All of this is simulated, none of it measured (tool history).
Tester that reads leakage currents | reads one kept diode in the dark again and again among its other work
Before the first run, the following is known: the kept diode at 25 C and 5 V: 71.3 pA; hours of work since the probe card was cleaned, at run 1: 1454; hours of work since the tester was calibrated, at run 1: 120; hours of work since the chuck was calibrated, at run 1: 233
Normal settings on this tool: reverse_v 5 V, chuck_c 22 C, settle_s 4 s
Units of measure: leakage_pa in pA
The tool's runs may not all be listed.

run,day,reverse_v,chuck_c,settle_s,hours of work since the probe card was cleaned,hours of work since the tester was calibrated,hours of work since the chuck was calibrated,leakage_pa
1,0,5,22,4,1454,120,233,58.29
2,5.946,7.29,22,4,1559,225,338,73.07
3,9.288,3.29,22,4,1618,285,398,45.29
4,12.904,3.29,22,4,1683,349,462,45.03
5,16.254,5,22,4,1742,408,521,58.27
6,20.038,5,22,4,1809,475,588,57.64
7,26.212,5,22,4,1918,585,698,57.51
8,32.575,5,22,4,2031,697,810,57.29
9,36.962,5,22,4,2109,775,888,57.14
# day 40.938: chuck's temperature calibrated
10,41.721,5,22,5,2192,858,14,60.39
# day 42.517: tester calibrated
11,48.75,5,56,7.66,2315,110,137,674.2
12,53.379,2.6,55,7.66,2397,192,219,429.05
13,58.921,2.6,55,7.66,2495,291,317,428.23
# day 60.8: tester calibrated, once more
14,65.329,5,48,5.26,2607,80,429,384.37
15,68.646,5,42,4.19,2666,139,488,253.73
16,72.096,2.01,46,0.48,2727,200,549,196.44
17,75.804,5,22,0.78,2793,266,615,59.29
18,80.05,9.12,23,0.78,2868,341,690,92.83
19,84.729,5,23,0.38,2951,424,773,64.86

Forecast each of these 3 alternatives for the next run:
A,89.546,7.47,23,0.38,3037,509,859,?
B,89.546,8.34,27,0.33,3037,509,859,?
C,89.546,3.96,21,0.38,3037,509,859,?

run,leakage_pa
A,82.79
B,118.55
C,48.08
The same runs, with their run-to-run variation unchanged, on a tool lacking any hidden condition would have given:
run,leakage_pa
A,79.68
B,116.47
C,46.73
